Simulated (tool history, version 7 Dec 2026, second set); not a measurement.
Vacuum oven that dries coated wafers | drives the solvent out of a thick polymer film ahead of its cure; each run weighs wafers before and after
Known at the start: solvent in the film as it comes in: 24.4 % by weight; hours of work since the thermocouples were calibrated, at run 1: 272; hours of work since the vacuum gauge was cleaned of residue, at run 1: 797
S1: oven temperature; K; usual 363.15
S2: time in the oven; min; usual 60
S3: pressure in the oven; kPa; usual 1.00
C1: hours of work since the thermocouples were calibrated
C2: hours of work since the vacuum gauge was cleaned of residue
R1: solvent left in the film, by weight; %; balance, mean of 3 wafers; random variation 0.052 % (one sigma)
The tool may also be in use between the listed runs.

Run 1, hour 0.0: usual settings; C1 272; C2 797. Result: R1 1.31 %.
Run 2, hour 15.6: usual settings; C1 282; C2 808. Result: R1 1.35 %.
Run 3, hour 28.6: usual settings; C1 290; C2 816. Result: R1 1.45 %.
Run 4, hour 41.2: usual settings; C1 298; C2 824. Result: R1 1.47 %.
Run 5, hour 53.5: usual settings; C1 307; C2 832. Result: R1 1.39 %.
Run 6, hour 67.6: usual settings; C1 316; C2 842. Result: R1 1.46 %.
Run 7, hour 85.1: usual settings; C1 327; C2 853. Result: R1 1.41 %.
Run 8, hour 103.2: usual settings but S1 365.15 K; C1 339; C2 865. Result: R1 1.19 %.
Run 9, hour 112.7: usual settings; C1 345; C2 871. Result: R1 1.48 %.
Run 10, hour 131.1: usual settings; C1 357; C2 883. Result: R1 1.39 %.
Run 11, hour 141.7: usual settings but S3 1.65 kPa; C1 364; C2 890. Result: R1 1.82 %.
Run 12, hour 161.6: usual settings; C1 377; C2 903. Result: R1 1.37 %.
Run 13, hour 173.5: usual settings but S2 56 min; C1 385; C2 911. Result: R1 1.51 %.
Run 14, hour 192.9: usual settings but S2 56 min; C1 398; C2 924. Result: R1 1.57 %.
Run 15, hour 204.8: usual settings; C1 405; C2 931. Result: R1 1.43 %.
Run 16, hour 214.5: usual settings; C1 412; C2 938. Result: R1 1.35 %.
Run 17, hour 232.7: usual settings; C1 424; C2 950. Result: R1 1.48 %.
At hour 235.2: vacuum gauge cleaned of residue and calibrated.
Run 18, hour 246.0: usual settings but S2 34 min; C1 431; C2 7. Result: R1 3.79 %.
Run 19, hour 257.0: usual settings but S2 34 min; C1 439; C2 14. Result: R1 3.79 %.
Run 20, hour 267.9: usual settings but S2 34 min; C1 446; C2 21. Result: R1 3.82 %.
Run 21, hour 285.8: usual settings but S1 362.15 K, S2 90 min, S3 3.69 kPa; C1 458; C2 33. Result: R1 2.56 %.
At hour 293.2: vacuum gauge cleaned of residue and calibrated, once more.
Run 22, hour 296.2: usual settings but S1 360.15 K, S2 52 min, S3 3.84 kPa; C1 463; C2 2. Result: R1 4.12 %.
Run 23, hour 306.8: usual settings but S1 360.15 K, S2 52 min, S3 3.84 kPa; C1 470; C2 9. Result: R1 4.16 %.
Run 24, hour 315.8: usual settings but S1 360.15 K, S2 52 min, S3 3.84 kPa; C1 476; C2 15. Result: R1 4.18 %.
Run 25, hour 331.7: usual settings but S1 360.15 K, S2 52 min, S3 3.84 kPa; C1 487; C2 25. Result: R1 4.19 %.
Run 26, hour 346.0: usual settings but S2 33 min, S3 1.19 kPa; C1 496; C2 35. Result: R1 3.95 %.
Run 27, hour 364.9: usual settings but S2 33 min, S3 1.19 kPa; C1 508; C2 47. Result: R1 4.07 %.
Run 28, hour 378.5: usual settings but S2 33 min, S3 1.19 kPa; C1 517; C2 56. Result: R1 4.02 %.
Run 29, hour 396.7: usual settings but S1 374.15 K, S3 0.52 kPa; C1 529; C2 68. Result: R1 0.37 %.
Run 30, hour 415.4: usual settings but S1 356.15 K, S2 40 min, S3 0.52 kPa; C1 541; C2 80. Result: R1 4.63 %.
Run 31, hour 424.7: usual settings but S1 369.15 K, S2 66 min, S3 1.59 kPa; C1 547; C2 86. Result: R1 0.93 %.
Run 32, hour 444.5: usual settings but S1 369.15 K, S2 66 min, S3 1.59 kPa; C1 560; C2 99. Result: R1 0.94 %.
Run 33, hour 462.5: usual settings but S1 371.15 K, S2 34 min, S3 0.90 kPa; C1 572; C2 111. Result: R1 1.78 %.
Run 34, hour 477.6: usual settings but S1 371.15 K, S2 34 min, S3 0.90 kPa; C1 582; C2 121. Result: R1 1.87 %.
Run 35, hour 497.5: usual settings but S1 377.15 K, S2 56 min, S3 3.77 kPa; C1 595; C2 134. Result: R1 1.42 %.
Run 36, hour 510.1: usual settings but S1 366.15 K; C1 603; C2 142. Result: R1 1.07 %.
Run 37, hour 527.2: usual settings but S1 362.15 K, S2 87 min, S3 2.88 kPa; C1 615; C2 153. Result: R1 1.97 %.

Some steps in R1 between neighbouring runs. How much of each would the tool show without its hidden state too (settings, what came in, random variation), and how much is left for the hidden state, with any gauge scatter that isn't in both results?
The hidden state here: true wafer temperature over the reading, C; true pressure over the reading, kPa; drift of the gauge itself on solvent_pct, %.
Run 20 -> 21: S1 363.15 -> 362.15, S2 34 -> 90, S3 1.00 -> 3.69. R1 -1.26 %: hidden state +0.06, all else -1.32.
Run 21 -> 22: S1 362.15 -> 360.15, S2 90 -> 52, S3 3.69 -> 3.84, vacuum gauge cleaned of residue and calibrated, once more. R1 +1.56 %: hidden state -0.16, all else +1.72.
Run 28 -> 29: S1 363.15 -> 374.15, S2 33 -> 60, S3 1.19 -> 0.52. R1 -3.65 %: hidden state +0.03, all else -3.68.
Run 29 -> 30: S1 374.15 -> 356.15, S2 60 -> 40. R1 +4.26 %: hidden state -0.02, all else +4.28.
Run 30 -> 31: S1 356.15 -> 369.15, S2 40 -> 66, S3 0.52 -> 1.59. R1 -3.70 %: hidden state +0.03, all else -3.73.
